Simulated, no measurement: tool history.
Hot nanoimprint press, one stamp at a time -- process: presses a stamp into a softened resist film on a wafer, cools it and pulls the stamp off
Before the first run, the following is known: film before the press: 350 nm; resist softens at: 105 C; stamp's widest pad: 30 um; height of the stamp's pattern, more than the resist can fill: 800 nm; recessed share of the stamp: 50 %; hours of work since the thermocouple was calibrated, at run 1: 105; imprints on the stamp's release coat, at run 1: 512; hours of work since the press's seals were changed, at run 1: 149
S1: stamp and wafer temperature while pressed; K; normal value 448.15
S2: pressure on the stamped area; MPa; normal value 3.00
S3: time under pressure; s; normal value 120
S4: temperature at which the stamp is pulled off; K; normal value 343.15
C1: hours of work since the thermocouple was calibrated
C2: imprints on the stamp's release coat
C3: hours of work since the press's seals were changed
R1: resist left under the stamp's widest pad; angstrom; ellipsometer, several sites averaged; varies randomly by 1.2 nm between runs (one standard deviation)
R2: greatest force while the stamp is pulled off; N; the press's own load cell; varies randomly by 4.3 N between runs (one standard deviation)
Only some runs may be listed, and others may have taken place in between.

| run | hour | S1 | S2 | S3 | S4 | C1 | C2 | C3 | R1 | R2 |
|---|---|---|---|---|---|---|---|---|---|---|
| 1 | 0.0 | 448.15 | 3.00 | 120 | 343.15 | 105 | 512 | 149 | 2059 | 207 |
| 2 | 11.9 | 450.15 | 3.00 | 120 | 343.15 | 109 | 532 | 154 | 1914 | 205 |
| 3 | 22.6 | 448.15 | 3.00 | 120 | 343.15 | 114 | 551 | 159 | 2059 | 206 |
| 4 | 33.5 | 448.15 | 3.00 | 120 | 343.15 | 118 | 570 | 163 | 2068 | 211 |
| 5 | 43.8 | 448.15 | 3.00 | 120 | 343.15 | 123 | 588 | 167 | 2071 | 213 |
| 6 | 53.5 | 448.15 | 3.00 | 120 | 343.15 | 127 | 605 | 171 | 2094 | 214 |
| 7 | 61.7 | 448.15 | 3.00 | 110 | 343.15 | 130 | 619 | 175 | 2143 | 215 |
| 8 | 73.7 | 448.15 | 3.00 | 110 | 343.15 | 135 | 640 | 180 | 2151 | 214 |
| 9 | 85.6 | 448.15 | 3.00 | 110 | 343.15 | 140 | 660 | 185 | 2137 | 209 |
| 10 | 91.8 | 448.15 | 3.00 | 110 | 343.15 | 143 | 671 | 187 | 2145 | 211 |
| 11 | 97.1 | 448.15 | 3.00 | 110 | 343.15 | 145 | 680 | 189 | 2177 | 217 |
| 12 | 109.2 | 448.15 | 3.00 | 110 | 343.15 | 150 | 701 | 194 | 2144 | 212 |
| 13 | 119.3 | 448.15 | 3.00 | 110 | 343.15 | 154 | 719 | 199 | 2152 | 208 |
| 14 | 129.2 | 448.15 | 3.00 | 120 | 343.15 | 158 | 736 | 203 | 2086 | 211 |
| 15 | 139.4 | 448.15 | 3.00 | 120 | 343.15 | 162 | 754 | 207 | 2083 | 204 |
| 16 | 146.4 | 446.15 | 3.48 | 140 | 333.15 | 165 | 766 | 210 | 1988 | 226 |

Run 17 is up next; what results do you expect?
| 17 | 151.8 | 446.15 | 3.48 | 140 | 333.15 | 167 | 775 | 212 | ? | ? |

{"run 17": {"R1": 2027, "R2": 229}}
Minus the tool's unlogged condition, the same run would have read R1 2000 angstrom, R2 228 N.

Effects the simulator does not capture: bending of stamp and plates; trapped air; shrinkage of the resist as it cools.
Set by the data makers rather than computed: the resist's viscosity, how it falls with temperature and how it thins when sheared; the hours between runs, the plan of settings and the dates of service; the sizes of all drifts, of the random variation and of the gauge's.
